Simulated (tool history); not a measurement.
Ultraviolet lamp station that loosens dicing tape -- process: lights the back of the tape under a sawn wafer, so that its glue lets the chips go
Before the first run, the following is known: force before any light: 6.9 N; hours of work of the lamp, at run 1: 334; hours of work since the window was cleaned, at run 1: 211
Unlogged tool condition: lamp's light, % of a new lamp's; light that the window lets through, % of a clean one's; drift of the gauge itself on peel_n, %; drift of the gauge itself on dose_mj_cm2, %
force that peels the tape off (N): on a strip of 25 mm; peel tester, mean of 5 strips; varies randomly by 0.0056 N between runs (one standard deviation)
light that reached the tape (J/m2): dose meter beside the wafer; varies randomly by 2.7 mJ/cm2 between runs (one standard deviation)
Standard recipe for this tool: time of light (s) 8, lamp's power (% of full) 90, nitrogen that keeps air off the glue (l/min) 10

run,day,time of light (s),lamp's power (% of full),nitrogen that keeps air off the glue (l/min),hours of work of the lamp,hours of work since the window was cleaned,force that peels the tape off (N),light that reached the tape (J/m2)
1,0,8,90,10,334,211,0.182,3080
2,3.2,8,90,10,371,248,0.206,2960
# day 5.462: window cleaned of glue's vapour
3,5.771,8,90,10,400,4,0.176,3120
4,9.075,8,90,10,438,41,0.206,3020
5,11.379,8,90,10,464,68,0.186,2980
6,14.95,8,90,16,505,109,0.133,2930
7,18.075,8,90,10,541,144,0.218,2830
8,20.646,8,90,10,570,174,0.243,2860
9,24.2,5,90,10,611,215,0.779,1710
10,26.075,8,90,13,632,236,0.201,2750
11,28.379,8,90,10,659,262,0.274,2700
# day 29.421: window cleaned of glue's vapour
12,30.412,8,90,10,682,11,0.235,2760
13,33.488,8,90,10,717,47,0.261,2760
14,36.738,8,90,10,754,84,0.273,2680
15,39.85,8,90,10,790,119,0.299,2620
# day 42.392: lamp changed
16,43.55,8,90,11,13,161,0.137,3380
17,46.142,8,90,11,43,191,0.138,3370
18,48.654,8,90,11,72,220,0.141,3300
19,51.25,8,90,11,101,250,0.142,3250
# day 53.317: window cleaned of glue's vapour
20,53.988,8,90,10,133,8,0.153,3390
21,56.871,8,92,5,166,41,0.304,3430
22,60.479,8,92,5,207,82,0.321,3330
23,63.712,8,60,10,244,119,0.48,2090
24,67.796,8,90,10,291,166,0.181,3130
25,71.392,8,91,3,332,207,0.669,3100
26,73.579,8,91,3,357,232,0.696,3040
27,76.371,8,83,14,389,264,0.178,2750
# day 77.079: window cleaned of glue's vapour
28,78.483,12,90,4,413,16,0.169,4640
29,80.842,5,97,4,440,43,1.187,2090
30,83.688,7,69,17,473,76,0.355,1980
31,87.367,7,69,17,515,118,0.377,1970
32,90.504,7,64,4,551,154,1.492,1790
33,93.254,5,90,13,582,185,0.627,1730
34,97.079,5,90,13,626,229,0.651,1700
# day 100.954: window cleaned of glue's vapour
35,101.112,8,83,10,672,2,0.306,2610
36,103.458,8,83,10,699,29,0.304,2560
37,105.95,8,83,10,727,57,0.313,2490
38,109.579,8,83,10,769,99,0.338,2420
39,112.342,8,77,17,800,130,0.266,2200

Had the tool no unlogged condition, and each run kept its random variation, what would the results have been?
run,force that peels the tape off (N),light that reached the tape (J/m2)
1,0.116,3650
2,0.129,3590
3,0.122,3620
4,0.139,3580
5,0.116,3580
6,0.088,3600
7,0.12,3560
8,0.134,3650
9,0.422,2230
10,0.105,3640
11,0.13,3630
12,0.119,3580
13,0.123,3640
14,0.123,3630
15,0.127,3630
16,0.119,3600
17,0.115,3650
18,0.113,3630
19,0.11,3630
20,0.134,3610
21,0.246,3710
22,0.245,3680
23,0.355,2370
24,0.126,3630
25,0.446,3670
26,0.454,3660
27,0.107,3370
28,0.115,5420
29,0.865,2470
30,0.214,2400
31,0.215,2440
32,0.998,2270
33,0.336,2240
34,0.326,2260
35,0.159,3350
36,0.148,3340
37,0.145,3310
38,0.149,3320
39,0.117,3060
